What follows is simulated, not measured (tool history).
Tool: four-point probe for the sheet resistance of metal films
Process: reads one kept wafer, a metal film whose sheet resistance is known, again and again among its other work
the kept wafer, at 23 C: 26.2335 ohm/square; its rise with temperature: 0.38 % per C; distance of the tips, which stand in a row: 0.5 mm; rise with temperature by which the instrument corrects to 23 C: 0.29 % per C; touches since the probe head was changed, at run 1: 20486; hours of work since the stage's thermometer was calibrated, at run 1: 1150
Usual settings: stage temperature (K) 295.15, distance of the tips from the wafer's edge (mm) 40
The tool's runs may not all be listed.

run    hour  stage temperature (K)  distance of the tips from the wafer's edge (mm)  touches since the probe head was changed  hours of work since the stage's thermometer was calibrated  sheet resistance as the instrument gives it (ohm/square)
  1       0                 295.15                                               40                                     20486                                                        1150                                                 26.269495
  2   108.3                 295.15                                               40                                     23515                                                        1216                                                 26.253231
  3   188.2                 295.15                                               40                                     25746                                                        1265                                                 26.257802
  4   241.1                 303.15                                               40                                     27224                                                        1298                                                 26.429685
  5   333.3                 303.15                                               40                                     29802                                                        1354                                                 26.428994
  6     452                 295.15                                               16                                     33121                                                        1427                                                 26.248894
  7   552.3                 295.15                                               16                                     35925                                                        1488                                                 26.242425
  8   657.6                 295.15                                               16                                     38868                                                        1553                                                 26.225248
  9   710.3                 295.15                                               59                                     40341                                                        1585                                                 26.208126
      741.4  -- stage's thermometer calibrated
 10   821.4                 295.15                                               40                                     43432                                                          49                                                 26.180747
 11   901.8                 297.15                                               40                                     45680                                                          98                                                 26.220437
 12     965                 297.15                                               40                                     47447                                                         137                                                 26.213384
 13  1059.1                 297.15                                               40                                     50076                                                         195                                                 26.211487
 14  1167.9                 298.15                                               40                                     53117                                                         261                                                 26.220449
 15  1220.4                 298.15                                               40                                     54584                                                         294                                                 26.226266
 16  1287.4                 298.15                                               40                                     56457                                                         335                                                 26.213639
     1329.2  -- stage's thermometer calibrated, once more
 17  1385.1                 298.15                                               40                                     59175                                                          34                                                  26.30683
 18  1489.6                 295.15                                               40                                     62096                                                          98                                                 26.229719
 19  1579.4                 303.15                                               40                                     64605                                                         153                                                  26.38787
 20  1697.3                 303.15                                               40                                     67903                                                         226                                                 26.383948
 21  1774.6                 293.15                                                8                                     70061                                                         273                                                 26.210784
 22  1873.8                 291.15                                                7                                     72835                                                         334                                                 26.187328
 23  1953.9                 291.15                                                7                                     75074                                                         383                                                 26.173248
 24  2048.9                 295.15                                               23                                     77730                                                         441                                                  26.19197
 25  2105.2                 295.15                                               23                                     79303                                                         476                                                 26.185071
 26  2188.5                 299.15                                               40                                     81633                                                         527                                                 26.273702
 27  2287.5                 299.15                                               22                                     84399                                                         587                                                 26.263103
 28  2362.4                 294.15                                               18                                     86493                                                         633                                                 26.152664
 29  2412.4                 299.15                                                6                                     87891                                                         664                                                 26.341116
 30    2462                 291.15                                               20                                     89277                                                         694                                                 26.077876
 31  2558.4                 291.15                                               20                                     91972                                                         754                                                 26.064566
 32  2676.1                 291.15                                               20                                     95262                                                         826                                                 26.060637
 33  2774.5                 293.15                                               19                                     98012                                                         886                                                 26.095246
 34  2829.8                 292.15                                               32                                     99556                                                         920                                                 26.063729
 35  2936.3                 299.15                                                4                                    102533                                                         985                                                 26.430027
 36  3030.5                 299.15                                                4                                    105167                                                        1043                                                 26.420149
 37  3107.5                 295.15                                               57                                    107321                                                        1090                                                 26.105911
 38    3185                 301.15                                               27                                    109485                                                        1138                                                 26.242768

Hidden state at the last listed run before each entry between runs and at the first one after, where it differs:
Between runs 9 and 10: stage's thermometer calibrated (hour 741.4)
  inner tips' distance over the nominal, %: 0.191 -> 0.168; tips' flats over new ones', %: 12 -> 13; wafer's true temperature over the reading, C: -0.49 -> -0.78
  measured less the result without the state, sheet resistance as the instrument gives it (ohm/square): +0.005097 -> -0.030424
Between runs 16 and 17: stage's thermometer calibrated, once more (hour 1329.2)
  inner tips' distance over the nominal, %: 0.081 -> 0.062; tips' flats over new ones', %: 17 -> 18; wafer's true temperature over the reading, C: -0.88 -> 0.01
  measured less the result without the state, sheet resistance as the instrument gives it (ohm/square): -0.063881 -> +0.01916
